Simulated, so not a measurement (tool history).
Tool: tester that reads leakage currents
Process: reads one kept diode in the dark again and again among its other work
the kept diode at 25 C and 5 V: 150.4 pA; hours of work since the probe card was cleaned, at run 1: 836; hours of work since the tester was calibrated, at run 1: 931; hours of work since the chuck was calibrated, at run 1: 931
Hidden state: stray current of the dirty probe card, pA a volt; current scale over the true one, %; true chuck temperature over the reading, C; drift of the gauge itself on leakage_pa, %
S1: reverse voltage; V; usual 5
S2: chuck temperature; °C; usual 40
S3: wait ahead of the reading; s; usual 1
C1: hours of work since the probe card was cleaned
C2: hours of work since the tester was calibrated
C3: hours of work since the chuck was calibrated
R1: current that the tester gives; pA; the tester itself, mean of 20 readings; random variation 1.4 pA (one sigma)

{"run": 1, "hour": 0.0, "S1": 5, "S2": 40, "S3": 1, "C1": 836, "C2": 931, "C3": 931, "R1": 406.42}
{"run": 2, "hour": 147.6, "S1": 5, "S2": 40, "S3": 1, "C1": 950, "C2": 1045, "C3": 1045, "R1": 403.38}
{"run": 3, "hour": 218.9, "S1": 5, "S2": 40, "S3": 1.2, "C1": 1004, "C2": 1099, "C3": 1099, "R1": 400.58}
{"run": 4, "hour": 308.5, "S1": 3.36, "S2": 40, "S3": 1, "C1": 1073, "C2": 1168, "C3": 1168, "R1": 324.59}
{"run": 5, "hour": 404.5, "S1": 3.36, "S2": 40, "S3": 1, "C1": 1147, "C2": 1242, "C3": 1242, "R1": 322.25}
{"run": 6, "hour": 510.9, "S1": 5, "S2": 43, "S3": 1, "C1": 1228, "C2": 1323, "C3": 1323, "R1": 480.83}
{"run": 7, "hour": 578.2, "S1": 3.67, "S2": 43, "S3": 5.64, "C1": 1280, "C2": 1375, "C3": 1375, "R1": 409.24}
{"run": 8, "hour": 701.4, "S1": 4.7, "S2": 59, "S3": 1, "C1": 1375, "C2": 1469, "C3": 1469, "R1": 1327.77}
{"run": 9, "hour": 775.9, "S1": 4.7, "S2": 59, "S3": 1, "C1": 1432, "C2": 1527, "C3": 1527, "R1": 1322.5}
{"run": 10, "hour": 875.5, "S1": 9.21, "S2": 21, "S3": 1, "C1": 1508, "C2": 1603, "C3": 1603, "R1": 125.08}

Run 11 comes next. What will it give?
{"hour": 906.0, "done": "chuck's temperature calibrated"}
{"run": 11, "hour": 941.3, "S1": 9.21, "S2": 21, "S3": 1, "C1": 1557, "C2": 1652, "C3": 27, "R1": "?"}

{"run 11": {"R1": 150.81}}
Without the tool's hidden state the same run would have given R1 150.79 pA.

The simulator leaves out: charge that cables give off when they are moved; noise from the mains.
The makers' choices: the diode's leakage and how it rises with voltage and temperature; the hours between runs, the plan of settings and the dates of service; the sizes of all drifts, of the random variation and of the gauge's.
